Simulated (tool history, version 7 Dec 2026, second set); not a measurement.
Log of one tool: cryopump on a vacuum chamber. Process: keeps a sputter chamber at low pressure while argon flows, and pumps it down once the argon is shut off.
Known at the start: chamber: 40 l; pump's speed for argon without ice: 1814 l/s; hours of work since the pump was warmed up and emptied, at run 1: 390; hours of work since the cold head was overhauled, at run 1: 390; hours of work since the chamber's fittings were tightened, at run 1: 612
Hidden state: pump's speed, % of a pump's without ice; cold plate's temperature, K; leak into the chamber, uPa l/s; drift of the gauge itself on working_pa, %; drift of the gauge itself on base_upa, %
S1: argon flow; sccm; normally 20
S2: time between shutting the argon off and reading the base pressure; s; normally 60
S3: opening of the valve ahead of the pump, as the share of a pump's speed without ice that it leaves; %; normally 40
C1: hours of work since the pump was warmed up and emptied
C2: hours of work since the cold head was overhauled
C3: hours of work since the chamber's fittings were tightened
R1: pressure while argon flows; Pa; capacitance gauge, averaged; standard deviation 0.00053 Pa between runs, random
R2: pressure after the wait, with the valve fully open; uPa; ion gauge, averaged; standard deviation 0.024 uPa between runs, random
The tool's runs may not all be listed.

run 1 hour=0 | S1=20 S2=60 S3=40 | C1=390 C2=390 C3=612 | R1=0.053 R2=2.09
run 2 hour=22 | S1=20 S2=60 S3=40 | C1=400 C2=400 C3=622 | R1=0.0535 R2=2.16
run 3 hour=58.4 | S1=20 S2=60 S3=40 | C1=417 C2=417 C3=639 | R1=0.0557 R2=2.26
run 4 hour=91.1 | S1=20 S2=60 S3=40 | C1=432 C2=432 C3=654 | R1=0.0542 R2=2.26
run 5 hour=109.8 | S1=20 S2=26 S3=40 | C1=441 C2=441 C3=663 | R1=0.0546 R2=3.27
-- hour=128 pump warmed up, emptied and cooled again
run 6 hour=148.7 | S1=20 S2=26 S3=40 | C1=10 C2=457 C3=679 | R1=0.0466 R2=2.66
run 7 hour=177.9 | S1=20 S2=26 S3=53 | C1=23 C2=470 C3=692 | R1=0.0361 R2=2.81
run 8 hour=198.5 | S1=20 S2=60 S3=40 | C1=33 C2=480 C3=702 | R1=0.0469 R2=1.89
run 9 hour=230.6 | S1=20 S2=60 S3=40 | C1=47 C2=495 C3=716 | R1=0.047 R2=1.95
run 10 hour=268.9 | S1=20 S2=60 S3=40 | C1=65 C2=512 C3=734 | R1=0.0485 R2=1.96
run 11 hour=291.4 | S1=20 S2=60 S3=40 | C1=75 C2=523 C3=745 | R1=0.049 R2=1.96
run 12 hour=323.7 | S1=20 S2=60 S3=40 | C1=90 C2=538 C3=759 | R1=0.0477 R2=2.07
run 13 hour=360.3 | S1=20 S2=60 S3=40 | C1=107 C2=554 C3=776 | R1=0.0488 R2=2.08
run 14 hour=392.8 | S1=20 S2=55 S3=38 | C1=122 C2=569 C3=791 | R1=0.0503 R2=2.2
run 15 hour=431.2 | S1=35 S2=24 S3=21 | C1=140 C2=587 C3=809 | R1=0.1603 R2=3.33
run 16 hour=455 | S1=14 S2=228 S3=26 | C1=151 C2=598 C3=820 | R1=0.0514 R2=1.62
run 17 hour=494.4 | S1=34 S2=29 S3=20 | C1=169 C2=616 C3=838 | R1=0.1624 R2=2.96
run 18 hour=534.6 | S1=14 S2=82 S3=31 | C1=188 C2=635 C3=857 | R1=0.0434 R2=2.04
run 19 hour=574 | S1=14 S2=82 S3=31 | C1=206 C2=653 C3=875 | R1=0.0447 R2=2.2
run 20 hour=611.6 | S1=20 S2=170 S3=22 | C1=223 C2=671 C3=892 | R1=0.0879 R2=1.9
run 21 hour=655.7 | S1=9 S2=170 S3=22 | C1=244 C2=691 C3=913 | R1=0.0396 R2=1.9
run 22 hour=694.2 | S1=9 S2=170 S3=22 | C1=262 C2=709 C3=931 | R1=0.0399 R2=1.99
run 23 hour=713.2 | S1=20 S2=153 S3=55 | C1=270 C2=717 C3=939 | R1=0.039 R2=2.08
run 24 hour=741 | S1=26 S2=60 S3=60 | C1=283 C2=730 C3=952 | R1=0.0472 R2=2.55
run 25 hour=766.7 | S1=15 S2=45 S3=23 | C1=295 C2=742 C3=964 | R1=0.0644 R2=2.8
run 26 hour=799.3 | S1=35 S2=45 S3=23 | C1=310 C2=757 C3=979 | R1=0.1516 R2=2.84

Predict each of these 5 candidate next runs independently; none follows another, all start after run 26:
run A hour=819.6 | S1=35 S2=31 S3=23 | C1=319 C2=767 C3=989 | R1=? R2=?
run B hour=819.6 | S1=8 S2=45 S3=59 | C1=319 C2=767 C3=989 | R1=? R2=?
run C hour=819.6 | S1=14 S2=45 S3=18 | C1=319 C2=767 C3=989 | R1=? R2=?
run D hour=819.6 | S1=35 S2=72 S3=27 | C1=319 C2=767 C3=989 | R1=? R2=?
run E hour=819.6 | S1=35 S2=45 S3=15 | C1=319 C2=767 C3=989 | R1=? R2=?

run=A R1=0.1507 R2=3.37
run=B R1=0.0152 R2=2.92
run=C R1=0.0768 R2=2.91
run=D R1=0.1301 R2=2.61
run=E R1=0.2263 R2=2.94
With no hidden state in the tool, these same runs would have given:
run=A R1=0.141 R2=1.59
run=B R1=0.013 R2=1.15
run=C R1=0.0729 R2=1.14
run=D R1=0.1204 R2=0.8
run=E R1=0.2166 R2=1.16
